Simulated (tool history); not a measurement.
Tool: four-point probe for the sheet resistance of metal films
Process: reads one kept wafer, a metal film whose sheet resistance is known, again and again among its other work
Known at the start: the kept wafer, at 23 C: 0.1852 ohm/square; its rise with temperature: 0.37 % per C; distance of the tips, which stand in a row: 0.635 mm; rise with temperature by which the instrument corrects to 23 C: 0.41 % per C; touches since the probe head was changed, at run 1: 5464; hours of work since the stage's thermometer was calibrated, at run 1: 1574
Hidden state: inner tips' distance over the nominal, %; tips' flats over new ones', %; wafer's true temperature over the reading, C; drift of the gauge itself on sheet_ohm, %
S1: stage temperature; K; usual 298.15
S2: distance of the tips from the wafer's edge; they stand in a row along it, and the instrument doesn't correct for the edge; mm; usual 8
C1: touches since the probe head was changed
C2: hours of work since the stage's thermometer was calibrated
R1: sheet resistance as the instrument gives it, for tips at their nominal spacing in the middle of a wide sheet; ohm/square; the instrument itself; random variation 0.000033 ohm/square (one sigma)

Run 1, day 0.000: usual settings; C1 5464; C2 1574. Result: R1 0.185587 ohm/square.
Run 2, day 2.167: usual settings but S2 5 mm; C1 7617; C2 1604. Result: R1 0.186655 ohm/square.
Run 3, day 4.158: usual settings but S2 5 mm; C1 9596; C2 1632. Result: R1 0.186627 ohm/square.
Run 4, day 5.896: usual settings; C1 11321; C2 1657. Result: R1 0.185646 ohm/square.
Run 5, day 7.588: usual settings; C1 13004; C2 1681. Result: R1 0.185684 ohm/square.
Run 6, day 8.817: usual settings but S2 5 mm; C1 14223; C2 1698. Result: R1 0.186637 ohm/square.
Run 7, day 9.712: usual settings but S1 293.15 K; C1 15116; C2 1711. Result: R1 0.185899 ohm/square.
At day 9.925: stage's thermometer calibrated.
Run 8, day 10.671: usual settings; C1 16046; C2 11. Result: R1 0.185493 ohm/square.
Run 9, day 12.271: usual settings; C1 17634; C2 33. Result: R1 0.185518 ohm/square.
Run 10, day 13.712: usual settings; C1 19068; C2 54. Result: R1 0.185460 ohm/square.
Run 11, day 15.612: usual settings but S1 294.15 K; C1 20957; C2 81. Result: R1 0.185775 ohm/square.
Run 12, day 16.538: usual settings but S1 294.15 K, S2 55 mm; C1 21874; C2 94. Result: R1 0.185142 ohm/square.

Run 13 comes next. What will it give?
Run 13, day 17.575: usual settings but S1 296.15 K; C1 22907; C2 108. Result: R1 ?.

R1: 0.185681 ohm/square
Without the tool's hidden state the same run would have given R1 0.185885 ohm/square.
